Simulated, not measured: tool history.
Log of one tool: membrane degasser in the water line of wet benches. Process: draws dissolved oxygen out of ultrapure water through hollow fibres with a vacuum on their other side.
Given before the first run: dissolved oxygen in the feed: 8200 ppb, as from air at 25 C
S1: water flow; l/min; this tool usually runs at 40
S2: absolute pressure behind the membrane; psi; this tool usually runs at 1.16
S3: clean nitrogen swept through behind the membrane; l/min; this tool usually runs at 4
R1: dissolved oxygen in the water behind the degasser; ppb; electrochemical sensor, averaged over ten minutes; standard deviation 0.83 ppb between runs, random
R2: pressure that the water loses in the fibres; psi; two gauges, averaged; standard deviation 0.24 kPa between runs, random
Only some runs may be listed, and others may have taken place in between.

| run | hour | S1 | S2 | S3 | R1 | R2 |
|---|---|---|---|---|---|---|
| 1 | 0 | 40 | 1.16 | 4 | 117.8 | 8.82 |
| 2 | 46.1 | 40 | 1.16 | 4 | 117.1 | 8.846 |
| 3 | 77.2 | 40 | 1.16 | 4 | 119.5 | 8.85 |
| 4 | 121.9 | 44 | 1.16 | 4 | 130.2 | 9.613 |
| 5 | 192.1 | 33 | 1.16 | 4 | 97.6 | 7.327 |
| 6 | 225 | 44 | 1.16 | 4 | 130.7 | 9.706 |
| 7 | 286.8 | 44 | 1.16 | 4 | 128.5 | 9.726 |
| 8 | 341 | 44 | 1.16 | 4 | 130.2 | 9.732 |
| 9 | 406.6 | 33 | 1.276 | 1.91 | 224.9 | 7.356 |
|  | 453.7 | vacuum gauge calibrated |
| 10 | 475.4 | 27 | 1.16 | 4 | 79 | 5.964 |
| 11 | 508.1 | 41 | 2.615 | 7.37 | 201.7 | 9.011 |
| 12 | 565.6 | 32 | 2.012 | 6.13 | 138.8 | 7.076 |
| 13 | 623.4 | 32 | 2.012 | 6.13 | 136.1 | 7.117 |
| 14 | 691 | 32 | 2.012 | 6.13 | 137.9 | 7.043 |
| 15 | 742.1 | 31 | 0.949 | 4 | 62.3 | 6.808 |

5 ways to go on from here, each from the tool as it stands after run 15. What would each give?
| A | 778.8 | 30 | 2.281 | 4.96 | ? | ? |
| B | 778.8 | 31 | 0.825 | 2.97 | ? | ? |
| C | 778.8 | 31 | 0.748 | 3.95 | ? | ? |
| D | 778.8 | 58 | 1.16 | 4 | ? | ? |
| E | 778.8 | 24 | 2.366 | 10.67 | ? | ? |

| run | R1 | R2 |
|---|---|---|
| A | 184.1 | 6.631 |
| B | 61.9 | 6.878 |
| C | 37.6 | 6.862 |
| D | 173.1 | 12.801 |
| E | 75.5 | 5.29 |
Had the tool no hidden state, the same runs would have come out as:
| run | R1 | R2 |
|---|---|---|
| A | 179.4 | 6.58 |
| B | 61.3 | 6.825 |
| C | 37.2 | 6.81 |
| D | 171.9 | 12.705 |
| E | 72.7 | 5.249 |
